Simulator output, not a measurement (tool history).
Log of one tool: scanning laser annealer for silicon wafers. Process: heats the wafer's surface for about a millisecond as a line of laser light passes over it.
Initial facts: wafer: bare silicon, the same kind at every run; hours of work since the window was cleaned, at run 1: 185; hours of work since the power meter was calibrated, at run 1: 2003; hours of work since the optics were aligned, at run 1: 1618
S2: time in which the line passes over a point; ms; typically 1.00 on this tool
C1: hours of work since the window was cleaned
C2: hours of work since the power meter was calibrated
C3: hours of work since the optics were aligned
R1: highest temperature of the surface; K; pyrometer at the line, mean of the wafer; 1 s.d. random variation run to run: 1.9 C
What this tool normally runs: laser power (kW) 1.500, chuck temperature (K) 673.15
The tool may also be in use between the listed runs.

run 1 hour=0.0 | laser_power_(kW)=1.500 S2=1.00 chuck_temperature_(K)=673.15 | C1=185 C2=2003 C3=1618 | R1=1399.15
run 2 hour=86.1 | laser_power_(kW)=1.500 S2=1.00 chuck_temperature_(K)=673.15 | C1=244 C2=2062 C3=1677 | R1=1393.15
-- hour=129.0 optics aligned, line set to its width
run 3 hour=129.0 | laser_power_(kW)=1.500 S2=1.00 chuck_temperature_(K)=673.15 | C1=270 C2=2088 C3=0 | R1=1400.15
-- hour=203.3 window over the wafer cleaned
run 4 hour=212.6 | laser_power_(kW)=1.500 S2=1.14 chuck_temperature_(K)=673.15 | C1=6 C2=2144 C3=56 | R1=1477.15
run 5 hour=273.0 | laser_power_(kW)=1.500 S2=1.14 chuck_temperature_(K)=673.15 | C1=48 C2=2185 C3=97 | R1=1471.15
run 6 hour=343.8 | laser_power_(kW)=1.500 S2=1.14 chuck_temperature_(K)=673.15 | C1=96 C2=2233 C3=145 | R1=1461.15
run 7 hour=425.8 | laser_power_(kW)=1.500 S2=0.76 chuck_temperature_(K)=673.15 | C1=152 C2=2289 C3=201 | R1=1325.15
run 8 hour=513.8 | laser_power_(kW)=1.500 S2=0.76 chuck_temperature_(K)=673.15 | C1=212 C2=2349 C3=262 | R1=1318.15
run 9 hour=568.5 | laser_power_(kW)=1.500 S2=0.76 chuck_temperature_(K)=673.15 | C1=250 C2=2387 C3=299 | R1=1317.15
run 10 hour=616.0 | laser_power_(kW)=1.500 S2=0.76 chuck_temperature_(K)=673.15 | C1=282 C2=2419 C3=331 | R1=1314.15
-- hour=674.1 window over the wafer cleaned
run 11 hour=697.2 | laser_power_(kW)=1.500 S2=0.76 chuck_temperature_(K)=673.15 | C1=16 C2=2473 C3=385 | R1=1339.15
run 12 hour=774.9 | laser_power_(kW)=1.353 S2=0.76 chuck_temperature_(K)=673.15 | C1=69 C2=2526 C3=439 | R1=1270.15
run 13 hour=832.7 | laser_power_(kW)=1.353 S2=0.76 chuck_temperature_(K)=673.15 | C1=108 C2=2566 C3=478 | R1=1266.15
run 14 hour=902.2 | laser_power_(kW)=1.353 S2=0.76 chuck_temperature_(K)=673.15 | C1=156 C2=2613 C3=526 | R1=1263.15
run 15 hour=992.1 | laser_power_(kW)=1.353 S2=0.76 chuck_temperature_(K)=673.15 | C1=217 C2=2675 C3=587 | R1=1256.15
run 16 hour=1046.5 | laser_power_(kW)=1.500 S2=1.00 chuck_temperature_(K)=673.15 | C1=254 C2=2712 C3=624 | R1=1396.15
run 17 hour=1093.8 | laser_power_(kW)=1.500 S2=1.00 chuck_temperature_(K)=673.15 | C1=287 C2=2744 C3=656 | R1=1394.15
-- hour=1144.9 window over the wafer cleaned
run 18 hour=1173.9 | laser_power_(kW)=1.500 S2=1.00 chuck_temperature_(K)=673.15 | C1=20 C2=2798 C3=710 | R1=1426.15
run 19 hour=1223.2 | laser_power_(kW)=1.500 S2=1.00 chuck_temperature_(K)=673.15 | C1=53 C2=2831 C3=743 | R1=1423.15
run 20 hour=1306.3 | laser_power_(kW)=1.500 S2=0.78 chuck_temperature_(K)=642.15 | C1=110 C2=2888 C3=800 | R1=1308.15
run 21 hour=1369.9 | laser_power_(kW)=1.440 S2=0.84 chuck_temperature_(K)=689.15 | C1=154 C2=2932 C3=844 | R1=1345.15
run 22 hour=1460.4 | laser_power_(kW)=1.513 S2=0.76 chuck_temperature_(K)=680.15 | C1=216 C2=2993 C3=906 | R1=1333.15
run 23 hour=1538.3 | laser_power_(kW)=1.500 S2=1.00 chuck_temperature_(K)=650.15 | C1=269 C2=3047 C3=959 | R1=1372.15
-- hour=1615.9 window over the wafer cleaned
run 24 hour=1615.9 | laser_power_(kW)=1.500 S2=1.00 chuck_temperature_(K)=650.15 | C1=0 C2=3098 C3=1010 | R1=1400.15
run 25 hour=1694.1 | laser_power_(kW)=1.500 S2=1.00 chuck_temperature_(K)=667.15 | C1=53 C2=3152 C3=1064 | R1=1414.15
run 26 hour=1741.4 | laser_power_(kW)=1.554 S2=0.71 chuck_temperature_(K)=705.15 | C1=86 C2=3184 C3=1096 | R1=1364.15
run 27 hour=1797.6 | laser_power_(kW)=1.467 S2=1.00 chuck_temperature_(K)=713.15 | C1=124 C2=3222 C3=1135 | R1=1434.15
run 28 hour=1846.3 | laser_power_(kW)=1.467 S2=1.00 chuck_temperature_(K)=684.15 | C1=157 C2=3256 C3=1168 | R1=1399.15
run 29 hour=1897.0 | laser_power_(kW)=1.467 S2=1.00 chuck_temperature_(K)=684.15 | C1=192 C2=3290 C3=1202 | R1=1395.15
run 30 hour=1952.2 | laser_power_(kW)=1.338 S2=1.01 chuck_temperature_(K)=642.15 | C1=230 C2=3328 C3=1240 | R1=1291.15
run 31 hour=2008.5 | laser_power_(kW)=1.338 S2=1.01 chuck_temperature_(K)=642.15 | C1=268 C2=3366 C3=1279 | R1=1287.15
run 32 hour=2055.1 | laser_power_(kW)=1.338 S2=1.01 chuck_temperature_(K)=642.15 | C1=300 C2=3398 C3=1310 | R1=1285.15
-- hour=2088.0 window over the wafer cleaned
run 33 hour=2117.6 | laser_power_(kW)=1.528 S2=0.93 chuck_temperature_(K)=654.15 | C1=20 C2=3440 C3=1352 | R1=1393.15
run 34 hour=2183.9 | laser_power_(kW)=1.349 S2=0.93 chuck_temperature_(K)=654.15 | C1=66 C2=3485 C3=1397 | R1=1307.15
run 35 hour=2241.9 | laser_power_(kW)=1.556 S2=0.94 chuck_temperature_(K)=693.15 | C1=105 C2=3524 C3=1437 | R1=1442.15
run 36 hour=2293.2 | laser_power_(kW)=1.439 S2=0.94 chuck_temperature_(K)=693.15 | C1=140 C2=3560 C3=1472 | R1=1382.15
run 37 hour=2330.7 | laser_power_(kW)=1.526 S2=0.94 chuck_temperature_(K)=639.15 | C1=166 C2=3585 C3=1497 | R1=1370.15
run 38 hour=2404.4 | laser_power_(kW)=1.643 S2=0.84 chuck_temperature_(K)=670.15 | C1=216 C2=3636 C3=1548 | R1=1408.15

Hidden condition of the tool, last listed run before each entry between runs versus first listed run after:
After run 2, before run 3: optics aligned, line set to its width (hour 129.0)
  light that passes the window, % of a clean one's: 95.8 -> 95.41; laser's true power over the reading, %: 0.74 -> 0.75; width of the line over the set one, %: 2.06 -> 0.24
  measured less the result without the state, R1: -34.00 -> -29.00 K
After run 3, before run 4: window over the wafer cleaned (hour 203.3)
  light that passes the window, % of a clean one's: 95.41 -> 99.74; laser's true power over the reading, %: 0.75 -> 0.76; width of the line over the set one, %: 0.24 -> 0.3
  measured less the result without the state, R1: -29.00 -> +3.00 K
After run 10, before run 11: window over the wafer cleaned (hour 674.1)
  light that passes the window, % of a clean one's: 95.3 -> 99.61; laser's true power over the reading, %: 0.81 -> 0.82; width of the line over the set one, %: 0.58 -> 0.64
  measured less the result without the state, R1: -28.00 -> +1.00 K
After run 17, before run 18: window over the wafer cleaned (hour 1144.9)
  light that passes the window, % of a clean one's: 95.35 -> 99.68; laser's true power over the reading, %: 0.87 -> 0.88; width of the line over the set one, %: 0.93 -> 0.99
  measured less the result without the state, R1: -32.00 -> +0.00 K
After run 23, before run 24: window over the wafer cleaned (hour 1615.9)
  light that passes the window, % of a clean one's: 95.8 -> 99.64; laser's true power over the reading, %: 0.93 -> 0.94; width of the line over the set one, %: 1.26 -> 1.31
  measured less the result without the state, R1: -30.00 -> -1.00 K
After run 32, before run 33: window over the wafer cleaned (hour 2088.0)
  light that passes the window, % of a clean one's: 94.84 -> 99.64; laser's true power over the reading, %: 1 -> 1.01; width of the line over the set one, %: 1.64 -> 1.68
  measured less the result without the state, R1: -34.00 -> -2.00 K
